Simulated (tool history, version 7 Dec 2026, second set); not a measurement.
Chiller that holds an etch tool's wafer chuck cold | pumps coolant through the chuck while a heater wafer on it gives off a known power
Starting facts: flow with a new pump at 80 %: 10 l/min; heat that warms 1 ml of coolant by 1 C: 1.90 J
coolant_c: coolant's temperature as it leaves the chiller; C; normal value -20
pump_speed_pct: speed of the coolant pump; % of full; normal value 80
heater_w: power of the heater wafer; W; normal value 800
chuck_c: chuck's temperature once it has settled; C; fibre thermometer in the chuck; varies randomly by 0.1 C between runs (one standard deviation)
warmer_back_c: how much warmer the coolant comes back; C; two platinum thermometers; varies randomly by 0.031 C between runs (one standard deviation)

{"run": 1, "hour": 0.0, "coolant_c": -20, "pump_speed_pct": 80, "heater_w": 800, "chuck_c": -14.5, "warmer_back_c": 2.54}
{"run": 2, "hour": 23.6, "coolant_c": -20, "pump_speed_pct": 80, "heater_w": 1147, "chuck_c": -11.9, "warmer_back_c": 3.52}
{"run": 3, "hour": 66.0, "coolant_c": -20, "pump_speed_pct": 70, "heater_w": 800, "chuck_c": -13.6, "warmer_back_c": 2.85}
{"run": 4, "hour": 105.9, "coolant_c": -20, "pump_speed_pct": 70, "heater_w": 800, "chuck_c": -13.7, "warmer_back_c": 2.92}
{"run": 5, "hour": 135.9, "coolant_c": -11, "pump_speed_pct": 80, "heater_w": 800, "chuck_c": -5.3, "warmer_back_c": 2.58}
{"run": 6, "hour": 154.7, "coolant_c": -11, "pump_speed_pct": 80, "heater_w": 800, "chuck_c": -5.4, "warmer_back_c": 2.57}
{"run": 7, "hour": 184.7, "coolant_c": -11, "pump_speed_pct": 80, "heater_w": 800, "chuck_c": -5.4, "warmer_back_c": 2.53}
{"run": 8, "hour": 219.3, "coolant_c": -20, "pump_speed_pct": 66, "heater_w": 800, "chuck_c": -13.6, "warmer_back_c": 3.08}
{"run": 9, "hour": 254.1, "coolant_c": -20, "pump_speed_pct": 66, "heater_w": 800, "chuck_c": -13.6, "warmer_back_c": 3.06}
{"run": 10, "hour": 286.4, "coolant_c": -20, "pump_speed_pct": 80, "heater_w": 447, "chuck_c": -17.0, "warmer_back_c": 1.39}
{"run": 11, "hour": 315.8, "coolant_c": -20, "pump_speed_pct": 80, "heater_w": 447, "chuck_c": -17.0, "warmer_back_c": 1.45}
{"run": 12, "hour": 348.8, "coolant_c": -20, "pump_speed_pct": 69, "heater_w": 800, "chuck_c": -13.8, "warmer_back_c": 2.89}
{"run": 13, "hour": 373.4, "coolant_c": -20, "pump_speed_pct": 80, "heater_w": 800, "chuck_c": -14.5, "warmer_back_c": 2.56}
{"run": 14, "hour": 413.1, "coolant_c": -21, "pump_speed_pct": 80, "heater_w": 769, "chuck_c": -15.6, "warmer_back_c": 2.44}
{"run": 15, "hour": 445.0, "coolant_c": -21, "pump_speed_pct": 80, "heater_w": 769, "chuck_c": -15.8, "warmer_back_c": 2.45}
{"run": 16, "hour": 478.5, "coolant_c": -25, "pump_speed_pct": 94, "heater_w": 410, "chuck_c": -22.5, "warmer_back_c": 1.09}
{"run": 17, "hour": 496.5, "coolant_c": -27, "pump_speed_pct": 96, "heater_w": 425, "chuck_c": -24.6, "warmer_back_c": 1.14}

Run 18 comes next. What will it give?
{"run": 18, "hour": 517.7, "coolant_c": -27, "pump_speed_pct": 96, "heater_w": 425, "chuck_c": "?", "warmer_back_c": "?"}

Run 18 yielded chuck_c -24.4 C, warmer_back_c 1.14 C.
With the hidden condition absent and the run-to-run variation left alone, this run would have shown chuck_c -24.4 C, warmer_back_c 1.14 C.
